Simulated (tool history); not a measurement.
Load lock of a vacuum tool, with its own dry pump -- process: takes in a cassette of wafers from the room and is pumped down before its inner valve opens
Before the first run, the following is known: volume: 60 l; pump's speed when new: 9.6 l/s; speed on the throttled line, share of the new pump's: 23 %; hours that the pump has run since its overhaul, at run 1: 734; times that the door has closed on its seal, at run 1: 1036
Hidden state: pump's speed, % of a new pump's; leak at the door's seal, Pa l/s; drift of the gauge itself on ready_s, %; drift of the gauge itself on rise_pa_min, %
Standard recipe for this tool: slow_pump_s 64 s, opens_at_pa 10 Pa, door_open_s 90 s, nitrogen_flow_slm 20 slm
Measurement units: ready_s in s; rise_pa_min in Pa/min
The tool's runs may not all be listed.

| run | hour | slow_pump_s | opens_at_pa | door_open_s | nitrogen_flow_slm | hours that the pump has run since its overhaul | times that the door has closed on its seal | incoming humidity of the room's air, % | ready_s | rise_pa_min |
|---|---|---|---|---|---|---|---|---|---|---|
| 1 | 0 | 64 | 10 | 90 | 20 | 734 | 1036 | 48.5 | 107.7 | 0.019 |
| 2 | 91.1 | 64 | 10 | 90 | 20 | 825 | 1211 | 49.4 | 107.1 | 0.024 |
| 3 | 182.6 | 64 | 10 | 90 | 20 | 917 | 1387 | 44.1 | 107.6 | 0.023 |
| 4 | 297.1 | 64 | 10 | 64 | 20 | 1031 | 1607 | 45 | 107.5 | 0.021 |
| 5 | 368.4 | 64 | 10 | 64 | 20 | 1102 | 1744 | 43.4 | 106.7 | 0.018 |
| 6 | 458.9 | 64 | 10 | 64 | 20 | 1193 | 1917 | 45.4 | 107.5 | 0.019 |
| 7 | 556.1 | 64 | 10 | 64 | 20 | 1290 | 2104 | 45.7 | 107.7 | 0.018 |
| 8 | 615.4 | 64 | 10 | 64 | 20 | 1349 | 2218 | 49.2 | 107.4 | 0.024 |
| 9 | 683.1 | 64 | 10 | 64 | 20 | 1417 | 2348 | 47.9 | 108.9 | 0.019 |
| 10 | 783.7 | 64 | 10 | 64 | 20 | 1518 | 2541 | 45.4 | 107.4 | 0.025 |
| 11 | 833.3 | 64 | 10 | 64 | 20 | 1567 | 2637 | 45.5 | 107.9 | 0.028 |
| 12 | 926.7 | 102 | 10 | 38 | 20 | 1661 | 2816 | 46.1 | 137.6 | 0.027 |
| 13 | 1043.2 | 53 | 7 | 38 | 20 | 1777 | 3040 | 39.7 | 101.5 | 0.017 |
| 14 | 1118.3 | 64 | 9 | 185 | 20 | 1852 | 3184 | 43.7 | 108.9 | 0.031 |
| 15 | 1179.1 | 64 | 9 | 185 | 20 | 1913 | 3301 | 41.6 | 107.7 | 0.031 |
| 16 | 1257.3 | 64 | 9 | 59 | 20 | 1991 | 3451 | 43 | 107.9 | 0.025 |
| 17 | 1306.1 | 64 | 9 | 59 | 20 | 2040 | 3545 | 43.5 | 108.2 | 0.022 |
| 18 | 1406.9 | 64 | 9 | 59 | 20 | 2141 | 3738 | 40.6 | 108.4 | 0.029 |
| 19 | 1485.6 | 33 | 9 | 59 | 20 | 2220 | 3890 | 44.9 | 85.3 | 0.025 |
| 20 | 1577.6 | 113 | 10 | 202 | 20 | 2312 | 4066 | 45.2 | 145.6 | 0.037 |
| 21 | 1673 | 113 | 10 | 202 | 20 | 2407 | 4250 | 44.7 | 147.7 | 0.037 |
| 22 | 1781.8 | 64 | 13 | 90 | 19 | 2516 | 4458 | 46.7 | 106.3 | 0.034 |

A few steps of ready_s between consecutive runs. Split each: what settings, incoming material and random variation would produce without the hidden state, and what is left over for the hidden state, along with gauge scatter present in only one of the two compared results (measured, and without hidden state):
Run 12 -> 13: slow_pump_s 102 -> 53, opens_at_pa 10 -> 7. ready_s -36.1 s: hidden state +0.4, all else -36.5.
Run 19 -> 20: slow_pump_s 33 -> 113, opens_at_pa 9 -> 10, door_open_s 59 -> 202. ready_s +60.3 s: hidden state -0.5, all else +60.8.
Run 21 -> 22: slow_pump_s 113 -> 64, opens_at_pa 10 -> 13, door_open_s 202 -> 90, nitrogen_flow_slm 20 -> 19. ready_s -41.4 s: hidden state +0.3, all else -41.7.

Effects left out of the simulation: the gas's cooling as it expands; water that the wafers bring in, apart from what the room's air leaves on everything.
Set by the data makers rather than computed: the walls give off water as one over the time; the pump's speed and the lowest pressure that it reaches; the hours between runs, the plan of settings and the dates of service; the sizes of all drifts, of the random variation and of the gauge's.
